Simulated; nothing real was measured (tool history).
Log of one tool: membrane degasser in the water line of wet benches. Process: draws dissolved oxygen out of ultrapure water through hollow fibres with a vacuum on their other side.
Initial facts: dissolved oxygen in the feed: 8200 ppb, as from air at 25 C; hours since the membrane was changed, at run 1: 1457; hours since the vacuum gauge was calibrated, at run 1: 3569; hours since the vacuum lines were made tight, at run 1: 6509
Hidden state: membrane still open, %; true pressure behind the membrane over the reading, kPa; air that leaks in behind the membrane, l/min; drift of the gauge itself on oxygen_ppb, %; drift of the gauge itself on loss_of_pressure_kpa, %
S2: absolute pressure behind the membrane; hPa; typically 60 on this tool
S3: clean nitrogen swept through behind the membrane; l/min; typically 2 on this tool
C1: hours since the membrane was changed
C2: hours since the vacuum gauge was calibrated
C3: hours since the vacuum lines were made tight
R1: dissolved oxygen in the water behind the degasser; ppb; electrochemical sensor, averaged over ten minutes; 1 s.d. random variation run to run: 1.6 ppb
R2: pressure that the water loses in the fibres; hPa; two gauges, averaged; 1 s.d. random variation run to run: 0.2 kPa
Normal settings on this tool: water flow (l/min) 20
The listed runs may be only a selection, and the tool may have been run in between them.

Run 1, day 0: usual settings; C1 1457; C2 3569; C3 6509. Result: R1 152.3 ppb, R2 450.4 hPa.
Run 2, day 2.821: usual settings; C1 1525; C2 3637; C3 6576. Result: R1 152 ppb, R2 455.4 hPa.
Run 3, day 5.696: usual settings; C1 1594; C2 3706; C3 6645. Result: R1 155.7 ppb, R2 450.9 hPa.
Run 4, day 9.496: usual settings; C1 1685; C2 3797; C3 6737. Result: R1 153.7 ppb, R2 452.5 hPa.
Run 5, day 12.725: usual settings; C1 1763; C2 3874; C3 6814. Result: R1 151.2 ppb, R2 449.8 hPa.
Run 6, day 14.829: usual settings; C1 1813; C2 3925; C3 6865. Result: R1 154.5 ppb, R2 452.6 hPa.
Run 7, day 17.125: usual settings; C1 1868; C2 3980; C3 6920. Result: R1 150.6 ppb, R2 449 hPa.
Run 8, day 20.954: usual settings; C1 1960; C2 4072; C3 7012. Result: R1 151.8 ppb, R2 450.8 hPa.
Run 9, day 22.829: usual settings but S2 50.4 hPa; C1 2005; C2 4117; C3 7057. Result: R1 128.7 ppb, R2 452.4 hPa.
Run 10, day 26.308: usual settings but S2 50.4 hPa; C1 2089; C2 4200; C3 7140. Result: R1 131 ppb, R2 450.4 hPa.
Run 11, day 28.575: usual settings but water flow (l/min) 29; C1 2143; C2 4255; C3 7194. Result: R1 396.1 ppb, R2 652.8 hPa.
Run 12, day 31.05: usual settings; C1 2202; C2 4314; C3 7254. Result: R1 153 ppb, R2 456.2 hPa.
Run 13, day 33.929: usual settings; C1 2272; C2 4383; C3 7323. Result: R1 152.9 ppb, R2 450.1 hPa.
Run 14, day 36.438: usual settings; C1 2332; C2 4444; C3 7383. Result: R1 151.9 ppb, R2 452.4 hPa.
Run 15, day 40.546: usual settings; C1 2430; C2 4542; C3 7482. Result: R1 153.3 ppb, R2 456 hPa.
Run 16, day 44.288: usual settings; C1 2520; C2 4632; C3 7572. Result: R1 153.3 ppb, R2 457.5 hPa.
Run 17, day 46.558: usual settings but water flow (l/min) 26, S2 38.5 hPa; C1 2575; C2 4686; C3 7626. Result: R1 242 ppb, R2 588.8 hPa.
Run 18, day 49.883: usual settings but water flow (l/min) 26, S2 38.5 hPa; C1 2654; C2 4766; C3 7706. Result: R1 245.4 ppb, R2 589.3 hPa.
Run 19, day 52.671: usual settings but water flow (l/min) 18, S2 133 hPa, S3 1.2 l/min; C1 2721; C2 4833; C3 7773. Result: R1 387.8 ppb, R2 410.4 hPa.
Run 20, day 56.621: usual settings but water flow (l/min) 25, S2 43.3 hPa; C1 2816; C2 4928; C3 7868. Result: R1 230.2 ppb, R2 570.4 hPa.
Run 21, day 59.25: usual settings but S2 69.5 hPa; C1 2879; C2 4991; C3 7931. Result: R1 172.6 ppb, R2 455.7 hPa.
Run 22, day 61.388: usual settings but S2 74.9 hPa, S3 2.35 l/min; C1 2931; C2 5042; C3 7982. Result: R1 169.8 ppb, R2 459.1 hPa.
Run 23, day 64.15: usual settings but water flow (l/min) 24, S2 93.5 hPa; C1 2997; C2 5109; C3 8048. Result: R1 333.6 ppb, R2 544.7 hPa.
Run 24, day 66: usual settings but water flow (l/min) 24, S2 93.5 hPa; C1 3041; C2 5153; C3 8093. Result: R1 335.7 ppb, R2 552.4 hPa.
Run 25, day 69.283: usual settings but water flow (l/min) 31, S2 47.5 hPa, S3 0.94 l/min; C1 3120; C2 5232; C3 8171. Result: R1 479.8 ppb, R2 706.1 hPa.
Run 26, day 72.021: usual settings but water flow (l/min) 31, S2 47.5 hPa, S3 0.94 l/min; C1 3186; C2 5297; C3 8237. Result: R1 464.2 ppb, R2 706.5 hPa.
Run 27, day 76.004: usual settings but water flow (l/min) 31, S2 81.5 hPa, S3 0.94 l/min; C1 3281; C2 5393; C3 8333. Result: R1 687.3 ppb, R2 711.8 hPa.
Run 28, day 78.021: usual settings but water flow (l/min) 16, S2 120 hPa, S3 2.17 l/min; C1 3330; C2 5441; C3 8381. Result: R1 183.7 ppb, R2 366.4 hPa.
Run 29, day 80.054: usual settings but water flow (l/min) 17, S2 59.4 hPa, S3 2.17 l/min; C1 3379; C2 5490; C3 8430. Result: R1 94.9 ppb, R2 393.9 hPa.
At day 82.458: seals of the vacuum lines changed.
Run 30, day 83.725: usual settings but water flow (l/min) 17, S2 59.4 hPa, S3 2.17 l/min; C1 3465; C2 5576; C3 30. Result: R1 93.8 ppb, R2 388.8 hPa.
Run 31, day 86.575: usual settings but water flow (l/min) 19, S2 70 hPa, S3 2.48 l/min; C1 3533; C2 5645; C3 99. Result: R1 139.2 ppb, R2 438.7 hPa.
At day 89.012: vacuum gauge calibrated.
Run 32, day 90.458: usual settings but water flow (l/min) 22, S2 109.4 hPa, S3 1.06 l/min; C1 3626; C2 35; C3 192. Result: R1 469.3 ppb, R2 506.8 hPa.

Describe how what the log doesn't record of the tool's condition differs between the last listed run preceding each entry between runs and the first listed run following it.
In the gap between runs 29 and 30: seals of the vacuum lines changed (day 82.458)
  air that leaks in behind the membrane, l/min: 0.0025 -> 0.002; drift of the gauge itself on loss_of_pressure_kpa, %: 1.77 -> 1.85
  measured value less the no-hidden-state value, R2: +7 -> +7.3 hPa
In the gap between runs 31 and 32: vacuum gauge calibrated (day 89.012)
  true pressure behind the membrane over the reading, kPa: 0.01 -> 0; drift of the gauge itself on loss_of_pressure_kpa, %: 1.92 -> 2
  measured value less the no-hidden-state value, R2: +8.4 -> +10.1 hPa

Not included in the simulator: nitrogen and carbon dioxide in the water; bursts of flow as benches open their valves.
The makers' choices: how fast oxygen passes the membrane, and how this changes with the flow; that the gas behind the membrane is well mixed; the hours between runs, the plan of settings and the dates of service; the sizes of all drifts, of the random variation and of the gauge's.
